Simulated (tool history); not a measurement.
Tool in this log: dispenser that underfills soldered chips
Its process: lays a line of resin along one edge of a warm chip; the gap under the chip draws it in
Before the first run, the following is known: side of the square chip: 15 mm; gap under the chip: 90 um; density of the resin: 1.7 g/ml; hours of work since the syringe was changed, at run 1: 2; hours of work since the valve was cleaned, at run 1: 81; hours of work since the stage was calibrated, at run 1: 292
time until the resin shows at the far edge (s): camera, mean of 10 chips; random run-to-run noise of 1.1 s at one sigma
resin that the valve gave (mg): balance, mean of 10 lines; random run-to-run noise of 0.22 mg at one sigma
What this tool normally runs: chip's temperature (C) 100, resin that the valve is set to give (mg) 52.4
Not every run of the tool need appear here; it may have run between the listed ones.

| run | hour | chip's temperature (C) | resin that the valve is set to give (mg) | hours of work since the syringe was changed | hours of work since the valve was cleaned | hours of work since the stage was calibrated | time until the resin shows at the far edge (s) | resin that the valve gave (mg) |
|---|---|---|---|---|---|---|---|---|
| 1 | 0.0 | 100 | 52.4 | 2 | 81 | 292 | 124.0 | 48.11 |
|  | 10.2 | new syringe of resin |
| 2 | 14.2 | 100 | 52.4 | 3 | 92 | 302 | 132.6 | 47.89 |
|  | 22.1 | new syringe of resin |
| 3 | 29.6 | 87 | 52.4 | 5 | 103 | 313 | 260.1 | 47.63 |
|  | 34.2 | new syringe of resin |
| 4 | 45.7 | 87 | 52.4 | 8 | 114 | 324 | 319.8 | 47.19 |
|  | 47.4 | new syringe of resin |
| 5 | 54.6 | 87 | 52.4 | 5 | 120 | 330 | 254.0 | 46.88 |
|  | 59.8 | new syringe of resin |
| 6 | 64.1 | 87 | 52.4 | 3 | 127 | 337 | 218.6 | 46.64 |
|  | 66.4 | dispensing valve cleaned and set on the balance |
| 7 | 71.7 | 87 | 52.4 | 8 | 4 | 342 | 307.2 | 52.22 |
|  | 72.7 | new syringe of resin |
| 8 | 79.4 | 100 | 52.4 | 5 | 9 | 347 | 150.8 | 51.98 |
|  | 85.4 | new syringe of resin |
| 9 | 90.9 | 100 | 52.4 | 4 | 17 | 355 | 143.7 | 51.84 |
|  | 97.9 | new syringe of resin |
| 10 | 106.5 | 100 | 52.4 | 6 | 29 | 367 | 170.2 | 50.89 |
|  | 109.7 | new syringe of resin |
| 11 | 116.6 | 100 | 52.4 | 5 | 36 | 374 | 154.7 | 50.73 |
|  | 122.8 | new syringe of resin |
| 12 | 127.2 | 100 | 52.4 | 3 | 43 | 381 | 135.6 | 50.07 |
|  | 135.5 | new syringe of resin |
| 13 | 142.6 | 100 | 58.8 | 5 | 54 | 392 | 156.4 | 56.08 |
|  | 147.4 | new syringe of resin |
| 14 | 157.3 | 100 | 46.6 | 7 | 65 | 403 | 198.6 | 43.79 |
|  | 159.6 | new syringe of resin |
| 15 | 164.3 | 100 | 49.7 | 3 | 70 | 408 | 139.4 | 46.36 |
|  | 172.1 | new syringe of resin |
| 16 | 174.4 | 94 | 49.7 | 2 | 77 | 415 | 153.3 | 46.15 |
|  | 184.5 | new syringe of resin |
| 17 | 190.4 | 94 | 49.7 | 4 | 88 | 426 | 185.0 | 45.37 |
|  | 197.1 | new syringe of resin |
| 18 | 197.4 | 109 | 49.7 | 0 | 93 | 431 | 80.8 | 45.63 |
|  | 209.7 | new syringe of resin |
| 19 | 212.1 | 109 | 49.7 | 2 | 103 | 442 | 93.4 | 44.90 |
| 20 | 219.8 | 109 | 49.7 | 7 | 109 | 447 | 145.4 | 44.67 |
|  | 222.3 | new syringe of resin |
| 21 | 233.6 | 109 | 49.7 | 8 | 119 | 457 | 154.3 | 44.18 |
|  | 234.8 | new syringe of resin |
| 22 | 243.9 | 109 | 49.7 | 7 | 126 | 464 | 135.3 | 43.93 |
|  | 247.4 | new syringe of resin |
|  | 248.4 | dispensing valve cleaned and set on the balance |
| 23 | 258.2 | 98 | 51.6 | 7 | 7 | 474 | 194.6 | 51.39 |
|  | 260.4 | new syringe of resin |
| 24 | 269.0 | 104 | 45.9 | 6 | 15 | 481 | 153.0 | 45.30 |
|  | 272.9 | new syringe of resin |
| 25 | 282.7 | 104 | 45.9 | 7 | 24 | 491 | 167.9 | 44.62 |
|  | 285.2 | new syringe of resin |
| 26 | 292.8 | 100 | 67.8 | 6 | 32 | 498 | 156.0 | 65.98 |
|  | 297.6 | new syringe of resin |
| 27 | 303.3 | 105 | 61.3 | 4 | 39 | 506 | 121.2 | 59.44 |
|  | 309.5 | new syringe of resin |
| 28 | 318.3 | 96 | 47.9 | 6 | 50 | 516 | 201.3 | 45.48 |
|  | 321.9 | new syringe of resin |
| 29 | 333.2 | 103 | 45.5 | 8 | 60 | 527 | 185.8 | 42.98 |
|  | 334.6 | new syringe of resin |
|  | 347.8 | new syringe of resin |
| 30 | 349.4 | 108 | 56.7 | 1 | 72 | 538 | 88.9 | 52.73 |

Each row is a separate what-if for the run after 30, all from the same tool condition, not one after another. Results?
| A | 356.6 | 114 | 60.4 | 6 | 77 | 544 | ? | ? |
| B | 356.6 | 108 | 65.4 | 6 | 77 | 544 | ? | ? |
| C | 356.6 | 99 | 52.4 | 6 | 77 | 544 | ? | ? |
| D | 356.6 | 98 | 68.0 | 6 | 77 | 544 | ? | ? |
| E | 356.6 | 113 | 52.4 | 6 | 77 | 544 | ? | ? |

| run | time until the resin shows at the far edge (s) | resin that the valve gave (mg) |
|---|---|---|
| A | 110.2 | 55.92 |
| B | 131.3 | 60.55 |
| C | 181.8 | 48.62 |
| D | 181.7 | 62.69 |
| E | 117.0 | 48.58 |
Stripped of hidden state, with their random variation kept, the same runs would have yielded:
| run | time until the resin shows at the far edge (s) | resin that the valve gave (mg) |
|---|---|---|
| A | 67.9 | 60.30 |
| B | 81.1 | 65.30 |
| C | 111.3 | 52.43 |
| D | 112.3 | 67.60 |
| E | 71.6 | 52.38 |
